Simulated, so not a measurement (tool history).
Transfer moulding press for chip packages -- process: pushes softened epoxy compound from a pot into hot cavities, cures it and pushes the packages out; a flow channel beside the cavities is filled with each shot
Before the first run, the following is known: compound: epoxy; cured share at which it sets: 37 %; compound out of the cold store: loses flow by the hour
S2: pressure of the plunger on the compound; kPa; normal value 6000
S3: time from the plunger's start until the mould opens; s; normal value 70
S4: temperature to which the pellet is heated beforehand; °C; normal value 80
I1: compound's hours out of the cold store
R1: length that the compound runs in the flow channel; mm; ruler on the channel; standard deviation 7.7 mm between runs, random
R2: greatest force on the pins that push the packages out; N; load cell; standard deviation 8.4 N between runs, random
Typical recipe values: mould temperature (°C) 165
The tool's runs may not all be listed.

run 1 hour=0.0 | mould_temperature_(°C)=165 S2=6000 S3=70 S4=80 | I1=44.1 | R1=926 R2=355
run 2 hour=25.4 | mould_temperature_(°C)=165 S2=6000 S3=70 S4=80 | I1=44.4 | R1=896 R2=377
-- hour=32.7 cavities cleaned with cleaning compound and waxed
run 3 hour=59.5 | mould_temperature_(°C)=165 S2=6000 S3=70 S4=76 | I1=37.4 | R1=908 R2=385
-- hour=68.9 cavities cleaned with cleaning compound and waxed
run 4 hour=79.5 | mould_temperature_(°C)=165 S2=6550 S3=70 S4=80 | I1=35.7 | R1=956 R2=382
-- hour=90.0 mould's thermocouples calibrated
-- hour=108.3 cavities cleaned with cleaning compound and waxed
run 5 hour=111.3 | mould_temperature_(°C)=165 S2=6160 S3=70 S4=80 | I1=38.9 | R1=934 R2=369
-- hour=123.9 plunger's sealing rings changed
run 6 hour=133.6 | mould_temperature_(°C)=165 S2=6160 S3=70 S4=80 | I1=13.4 | R1=975 R2=386
-- hour=146.8 cavities cleaned with cleaning compound and waxed
run 7 hour=164.3 | mould_temperature_(°C)=165 S2=6000 S3=91 S4=80 | I1=11.3 | R1=986 R2=275
-- hour=185.6 cavities cleaned with cleaning compound and waxed
run 8 hour=193.6 | mould_temperature_(°C)=165 S2=6000 S3=91 S4=80 | I1=37.3 | R1=927 R2=290
run 9 hour=211.2 | mould_temperature_(°C)=170 S2=6000 S3=91 S4=80 | I1=38.9 | R1=911 R2=272
-- hour=223.0 cavities cleaned with cleaning compound and waxed
run 10 hour=241.1 | mould_temperature_(°C)=165 S2=6000 S3=70 S4=80 | I1=17.9 | R1=967 R2=395
-- hour=258.9 cavities cleaned with cleaning compound and waxed
run 11 hour=262.6 | mould_temperature_(°C)=165 S2=6000 S3=70 S4=80 | I1=47.6 | R1=908 R2=381
run 12 hour=284.7 | mould_temperature_(°C)=165 S2=6000 S3=70 S4=80 | I1=27.6 | R1=939 R2=400
-- hour=295.9 cavities cleaned with cleaning compound and waxed
run 13 hour=320.9 | mould_temperature_(°C)=165 S2=6000 S3=70 S4=80 | I1=26.5 | R1=943 R2=388
-- hour=332.0 cavities cleaned with cleaning compound and waxed
run 14 hour=351.1 | mould_temperature_(°C)=167 S2=7330 S3=70 S4=74 | I1=33.6 | R1=1024 R2=353
-- hour=369.8 cavities cleaned with cleaning compound and waxed
-- hour=384.1 plunger's sealing rings changed
run 15 hour=390.6 | mould_temperature_(°C)=167 S2=7330 S3=70 S4=74 | I1=25.8 | R1=1041 R2=357
-- hour=408.7 cavities cleaned with cleaning compound and waxed
run 16 hour=408.7 | mould_temperature_(°C)=167 S2=7330 S3=70 S4=74 | I1=19.9 | R1=1051 R2=353
run 17 hour=430.0 | mould_temperature_(°C)=165 S2=7390 S3=70 S4=80 | I1=25.7 | R1=1049 R2=381
-- hour=445.3 cavities cleaned with cleaning compound and waxed
run 18 hour=455.9 | mould_temperature_(°C)=168 S2=6000 S3=89 S4=80 | I1=19.5 | R1=947 R2=287
-- hour=481.4 cavities cleaned with cleaning compound and waxed
run 19 hour=494.9 | mould_temperature_(°C)=168 S2=6000 S3=89 S4=80 | I1=44.3 | R1=879 R2=256
run 20 hour=510.7 | mould_temperature_(°C)=168 S2=6000 S3=89 S4=80 | I1=29.4 | R1=923 R2=285
-- hour=517.0 cavities cleaned with cleaning compound and waxed
run 21 hour=534.6 | mould_temperature_(°C)=170 S2=6000 S3=89 S4=80 | I1=10.5 | R1=973 R2=277
-- hour=554.3 cavities cleaned with cleaning compound and waxed
run 22 hour=564.1 | mould_temperature_(°C)=161 S2=4960 S3=89 S4=80 | I1=26.5 | R1=880 R2=317
-- hour=591.5 cavities cleaned with cleaning compound and waxed
run 23 hour=597.1 | mould_temperature_(°C)=161 S2=4960 S3=89 S4=80 | I1=42.8 | R1=840 R2=301
-- hour=627.3 cavities cleaned with cleaning compound and waxed
run 24 hour=630.6 | mould_temperature_(°C)=168 S2=5030 S3=70 S4=80 | I1=46.7 | R1=818 R2=319
-- hour=644.1 plunger's sealing rings changed
run 25 hour=662.5 | mould_temperature_(°C)=168 S2=5030 S3=70 S4=80 | I1=39.4 | R1=825 R2=322
-- hour=665.8 cavities cleaned with cleaning compound and waxed
run 26 hour=686.7 | mould_temperature_(°C)=169 S2=4990 S3=91 S4=78 | I1=21.9 | R1=858 R2=272

Branching from run 26: 3 alternative next runs. What would each branch give?
-- hour=703.5 cavities cleaned with cleaning compound and waxed
run A hour=714.4 | mould_temperature_(°C)=162 S2=6110 S3=70 S4=72 | I1=18.0 | R1=? R2=?
-- hour=703.5 cavities cleaned with cleaning compound and waxed
run B hour=714.4 | mould_temperature_(°C)=165 S2=4990 S3=91 S4=78 | I1=24.8 | R1=? R2=?
-- hour=703.5 cavities cleaned with cleaning compound and waxed
run C hour=714.4 | mould_temperature_(°C)=169 S2=5370 S3=53 S4=88 | I1=18.0 | R1=? R2=?

run=A R1=999 R2=504
run=B R1=865 R2=282
run=C R1=901 R2=599
Had the tool no hidden state, the same runs would have come out as:
run=A R1=999 R2=502
run=B R1=865 R2=281
run=C R1=901 R2=596

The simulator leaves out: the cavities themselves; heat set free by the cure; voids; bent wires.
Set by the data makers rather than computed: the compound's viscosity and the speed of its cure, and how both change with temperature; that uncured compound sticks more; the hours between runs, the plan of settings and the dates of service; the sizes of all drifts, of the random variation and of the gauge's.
